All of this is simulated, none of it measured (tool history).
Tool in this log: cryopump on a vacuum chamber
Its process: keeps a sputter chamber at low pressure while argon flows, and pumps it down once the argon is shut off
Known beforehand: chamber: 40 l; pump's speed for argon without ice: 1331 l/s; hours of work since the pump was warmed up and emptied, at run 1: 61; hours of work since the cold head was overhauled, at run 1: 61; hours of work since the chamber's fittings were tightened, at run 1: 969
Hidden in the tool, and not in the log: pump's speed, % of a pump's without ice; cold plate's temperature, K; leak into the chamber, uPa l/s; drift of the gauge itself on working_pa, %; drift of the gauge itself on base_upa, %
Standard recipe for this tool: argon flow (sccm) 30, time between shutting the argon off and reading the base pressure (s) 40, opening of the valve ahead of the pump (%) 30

run,day,argon flow (sccm),time between shutting the argon off and reading the base pressure (s),opening of the valve ahead of the pump (%),hours of work since the pump was warmed up and emptied,hours of work since the cold head was overhauled,hours of work since the chamber's fittings were tightened,pressure while argon flows (Pa),pressure after the wait (uPa)
1,0,30,40,30,61,61,969,0.1303,2.68
2,2.592,30,40,30,90,90,998,0.1289,2.64
3,5.754,30,40,30,125,125,1033,0.1303,2.76
4,10.708,30,40,30,180,180,1088,0.1305,2.66
5,14.267,30,40,30,219,219,1128,0.1306,2.8
6,17.088,30,49,30,251,251,1159,0.1328,2.58
7,22.196,30,49,30,308,308,1216,0.1324,2.54
8,25.975,30,49,30,350,350,1258,0.1358,2.68
9,28.804,30,49,30,381,381,1290,0.1354,2.71
10,32.225,30,40,30,419,419,1328,0.1353,3.1
# day 35.333: pump warmed up, emptied and cooled again
11,36.212,30,118,30,10,461,1370,0.1284,1.72
12,40.825,17,118,30,61,512,1421,0.0723,1.72
13,45.292,17,118,30,111,562,1470,0.0732,1.82
14,48.325,17,113,30,144,596,1504,0.0731,1.93
15,51.275,38,40,51,177,629,1537,0.0991,3.07
16,54.658,38,243,58,215,666,1575,0.0873,1.69
17,57.871,27,91,30,251,702,1610,0.1188,2.13
18,60.617,53,56,27,281,732,1641,0.2615,2.69
19,63.2,13,56,27,310,761,1670,0.0644,2.69
20,66.425,13,56,27,346,797,1705,0.0655,2.84
21,70.042,30,40,22,386,837,1746,0.1821,3.47
22,72.271,30,39,21,411,862,1770,0.1897,3.48
# day 76.183: pump warmed up, emptied and cooled again
23,76.942,30,278,21,8,912,1820,0.1801,1.68
24,79.792,59,123,35,40,943,1852,0.2176,2.14

Run 25 has not been measured yet. What should we expect?
25,84.742,59,123,35,95,998,1907,?,?

Run 25 yielded pressure while argon flows (Pa) 0.2183, pressure after the wait (uPa) 2.1.
Had the tool carried no hidden state, the very same run would have given pressure while argon flows (Pa) 0.2142, pressure after the wait (uPa) 0.77.
